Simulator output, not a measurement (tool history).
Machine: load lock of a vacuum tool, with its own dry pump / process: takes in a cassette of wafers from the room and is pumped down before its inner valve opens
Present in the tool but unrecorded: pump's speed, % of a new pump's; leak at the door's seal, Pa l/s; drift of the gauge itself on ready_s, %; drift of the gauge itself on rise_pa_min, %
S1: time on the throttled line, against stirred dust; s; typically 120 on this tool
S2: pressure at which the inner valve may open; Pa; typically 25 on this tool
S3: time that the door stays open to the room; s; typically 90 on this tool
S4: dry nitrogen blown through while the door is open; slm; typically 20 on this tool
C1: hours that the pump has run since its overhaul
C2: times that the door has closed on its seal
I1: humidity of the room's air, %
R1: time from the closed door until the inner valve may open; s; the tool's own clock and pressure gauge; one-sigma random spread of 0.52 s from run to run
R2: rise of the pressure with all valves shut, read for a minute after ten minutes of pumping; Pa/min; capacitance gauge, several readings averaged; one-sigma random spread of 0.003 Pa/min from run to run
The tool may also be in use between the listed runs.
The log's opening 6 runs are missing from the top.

Run 7, day 21.483: usual settings; C1 14440; C2 4485; I1 43.7. Result: R1 157.4 s, R2 0.044 Pa/min.
Run 8, day 24.65: usual settings but S1 65 s; C1 14516; C2 4612; I1 42.8. Result: R1 110.4 s, R2 0.044 Pa/min.
Run 9, day 27.771: usual settings but S1 65 s; C1 14591; C2 4738; I1 45.4. Result: R1 110.3 s, R2 0.041 Pa/min.
Run 10, day 30.612: usual settings but S1 65 s; C1 14659; C2 4853; I1 48.4. Result: R1 110 s, R2 0.049 Pa/min.
Run 11, day 35.092: usual settings but S4 41 slm; C1 14767; C2 5033; I1 44.6. Result: R1 158.2 s, R2 0.04 Pa/min.
Run 12, day 37.038: usual settings but S3 176 s, S4 41 slm; C1 14813; C2 5112; I1 43.9. Result: R1 158 s, R2 0.043 Pa/min.
Run 13, day 40.708: usual settings; C1 14901; C2 5260; I1 45. Result: R1 157.8 s, R2 0.043 Pa/min.
At day 43.517: dry pump taken out, an overhauled one fitted.
Run 14, day 45.342: usual settings; C1 44; C2 5436; I1 47.1. Result: R1 152.7 s, R2 0.048 Pa/min.
Run 15, day 48.858: usual settings; C1 128; C2 5578; I1 44.7. Result: R1 153.3 s, R2 0.045 Pa/min.
Run 16, day 51.883: usual settings; C1 201; C2 5700; I1 48.3. Result: R1 153.3 s, R2 0.053 Pa/min.
Run 17, day 55.55: usual settings; C1 289; C2 5848; I1 44. Result: R1 152.7 s, R2 0.045 Pa/min.
Run 18, day 57.542: usual settings but S4 11 slm; C1 337; C2 5928; I1 45.1. Result: R1 154.1 s, R2 0.059 Pa/min.

Predict the results of run 19:
Run 19, day 59.408: usual settings but S1 186 s, S2 19 Pa, S3 39 s, S4 37 slm; C1 381; C2 6003; I1 46.4. Result: R1 ?, R2 ?.

{"run 19": {"R1": 213, "R2": 0.028}}
On a tool with no hidden condition, and with the same random variation, this run would have come out at R1 212.7 s, R2 0.021 Pa/min.
